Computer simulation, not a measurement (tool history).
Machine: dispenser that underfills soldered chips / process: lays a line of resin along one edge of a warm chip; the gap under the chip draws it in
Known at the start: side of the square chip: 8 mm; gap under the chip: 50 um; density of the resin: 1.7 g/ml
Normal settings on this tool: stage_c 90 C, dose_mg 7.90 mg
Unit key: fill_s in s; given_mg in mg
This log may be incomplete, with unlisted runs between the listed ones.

Run 1, hour 0.0: usual settings. Result: fill_s 135.8 s, given_mg 7.86 mg.
At hour 2.8: new syringe of resin.
Run 2, hour 11.5: usual settings. Result: fill_s 132.4 s, given_mg 7.92 mg.
At hour 15.6: new syringe of resin.
Run 3, hour 21.3: usual settings. Result: fill_s 123.8 s, given_mg 7.83 mg.
At hour 28.3: new syringe of resin.
Run 4, hour 29.4: usual settings but dose_mg 8.68 mg. Result: fill_s 110.8 s, given_mg 8.47 mg.
Run 5, hour 37.7: usual settings but dose_mg 8.68 mg. Result: fill_s 131.5 s, given_mg 8.48 mg.
At hour 40.7: new syringe of resin.
Run 6, hour 48.8: usual settings but dose_mg 8.68 mg. Result: fill_s 128.7 s, given_mg 8.41 mg.
At hour 53.3: new syringe of resin.
Run 7, hour 55.6: usual settings but dose_mg 9.38 mg. Result: fill_s 115.6 s, given_mg 9.19 mg.
At hour 66.0: new syringe of resin.
Run 8, hour 66.9: usual settings but dose_mg 7.91 mg. Result: fill_s 112.0 s, given_mg 7.63 mg.
Run 9, hour 77.8: usual settings but stage_c 80 C, dose_mg 7.97 mg. Result: fill_s 218.6 s, given_mg 7.67 mg.

What will run 10 give?
At hour 78.8: new syringe of resin.
At hour 83.0: stage's temperature calibrated.
Run 10, hour 91.5: usual settings but stage_c 80 C, dose_mg 10.26 mg. Result: fill_s ?, given_mg ?.

fill_s: 200.0 s
given_mg: 9.84 mg
Without the tool's hidden state the same run would have given fill_s 152.2 s, given_mg 10.23 mg.

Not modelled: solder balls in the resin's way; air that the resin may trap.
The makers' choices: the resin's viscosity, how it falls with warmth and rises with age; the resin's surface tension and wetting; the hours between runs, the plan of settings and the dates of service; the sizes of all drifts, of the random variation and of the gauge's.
